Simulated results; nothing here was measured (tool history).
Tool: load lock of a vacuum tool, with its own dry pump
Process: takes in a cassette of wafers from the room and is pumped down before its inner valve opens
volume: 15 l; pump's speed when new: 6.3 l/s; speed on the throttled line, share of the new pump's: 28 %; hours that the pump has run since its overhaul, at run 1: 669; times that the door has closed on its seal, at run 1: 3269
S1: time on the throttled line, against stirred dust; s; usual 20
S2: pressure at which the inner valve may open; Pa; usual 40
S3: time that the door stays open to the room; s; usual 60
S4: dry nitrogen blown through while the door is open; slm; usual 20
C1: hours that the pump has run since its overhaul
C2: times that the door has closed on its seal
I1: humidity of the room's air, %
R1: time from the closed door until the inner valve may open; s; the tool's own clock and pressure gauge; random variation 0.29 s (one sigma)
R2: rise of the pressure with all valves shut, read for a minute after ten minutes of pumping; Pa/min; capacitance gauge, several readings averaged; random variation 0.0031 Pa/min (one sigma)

run    hour  S1  S2   S3  S4    C1     C2    I1    R1     R2
  1       0  20  40   60  20   669   3269  42.7  33.7  0.074
  2   381.7  20  40   60  25  1051   5134  47.2  33.8  0.078
  3   716.5  20  40  209  20  1385   6770  43.1  33.4  0.133
  4  1235.7  20  40  209  20  1905   9308  45.2  34.1  0.149
  5  1537.2  20  40   60  20  2206  10781  45.4  34.2  0.115
  6  1971.2  20  75   60  20  2640  12902  43.6  32.6  0.116
  7    2524  20  75   60  20  3193  15604  44.4  32.8  0.141
  8  3033.8  20  75   60  20  3703  18095  40.3  33.2  0.153
  9  3362.8  20  75   60  20  4032  19703  44.3    33   0.17
 10  3685.2  25  49   44   9  4354  21279  41.5  37.8   0.19
 11  4077.9  25  49   44   9  4747  23198  47.3  37.6  0.218
 12  4536.7  25  49   44   9  5206  25440  44.4  37.8  0.237
     4780.7  -- door's seal changed, seat wiped
 13  4907.1  20  40  198   7  5574    618    49  34.7  0.173
 14    5169  20  40   60  11  5836   1898    44  35.5  0.084
 15  5544.7  29  56  112  20  6212   3734  45.7  40.6  0.099
 16  5843.3  25  56   58  15  6511   5193  45.3  37.6  0.089
 17  6423.6  25  70   65  15  7091   8029  45.7  37.8  0.101

Forecast each of these 3 alternatives for the next run:
  A  6930.1  25  70   32  15  7597  10505  42.2   ?   ?
  B  6930.1  20  30  157   9  7597  10505  44.9   ?   ?
  C  6930.1  25  70  138  15  7597  10505  45.6   ?   ?

run    R1     R2
  A  37.7  0.093
  B  37.5  0.165
  C    38  0.146
Without the tool's hidden state the same runs would have given:
run    R1     R2
  A  35.4  0.058
  B  34.3  0.131
  C  35.6  0.112
